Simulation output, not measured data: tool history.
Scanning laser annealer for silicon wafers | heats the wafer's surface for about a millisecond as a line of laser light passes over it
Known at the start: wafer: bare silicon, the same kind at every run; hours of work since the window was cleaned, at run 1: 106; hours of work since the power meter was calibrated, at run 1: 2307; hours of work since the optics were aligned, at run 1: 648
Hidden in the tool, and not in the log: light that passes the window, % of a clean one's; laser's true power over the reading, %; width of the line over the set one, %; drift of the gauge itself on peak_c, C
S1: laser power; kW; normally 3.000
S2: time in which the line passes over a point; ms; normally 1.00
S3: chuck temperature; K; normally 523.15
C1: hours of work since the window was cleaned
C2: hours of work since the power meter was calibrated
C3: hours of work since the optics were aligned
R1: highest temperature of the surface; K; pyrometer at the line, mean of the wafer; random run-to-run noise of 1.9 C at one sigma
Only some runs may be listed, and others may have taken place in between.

run    hour     S1    S2      S3   C1    C2   C3       R1
  1     0.0  3.000  1.00  523.15  106  2307  648  1337.15
  2    51.8  3.000  1.00  523.15  144  2345  685  1332.15
  3    91.2  3.000  1.00  523.15  172  2373  714  1329.15
  4   167.5  3.000  0.88  523.15  228  2428  769  1273.15
      245.6  -- optics aligned, line set to its width
  5   251.6  3.000  0.88  523.15  285  2486    4  1268.15
      319.5  -- window over the wafer cleaned
  6   334.6  3.000  0.88  523.15   11  2544   63  1303.15
  7   397.5  3.000  0.88  523.15   56  2590  108  1295.15
  8   436.3  3.000  1.00  558.15   84  2618  136  1374.15
  9   492.7  3.000  1.00  558.15  125  2658  177  1369.15
 10   577.4  3.000  1.00  558.15  186  2720  238  1363.15
 11   655.8  3.253  1.00  523.15  243  2776  295  1384.15
 12   691.9  3.253  1.00  523.15  269  2802  321  1380.15
 13   750.5  3.253  1.00  523.15  312  2845  364  1371.15
      781.1  -- window over the wafer cleaned
 14   807.0  3.253  1.00  523.15   19  2884  403  1415.15
 15   850.4  3.253  1.00  523.15   50  2916  434  1411.15
 16   925.5  3.253  0.88  523.15  104  2970  489  1348.15
 17   974.6  3.060  0.88  523.15  140  3005  524  1298.15
 18  1026.2  3.256  1.00  523.15  177  3043  562  1395.15
 19  1081.6  3.256  1.00  523.15  217  3083  602  1386.15
 20  1144.0  3.256  1.00  523.15  262  3128  647  1380.15

Expected results for the next run?
 21  1228.3  3.163  1.20  547.15  323  3189  708   ?

For run 21 the tool returned R1 1449.15 K.
On a tool with no hidden condition, and with the same random variation, this run would have come out at R1 1517.15 K.
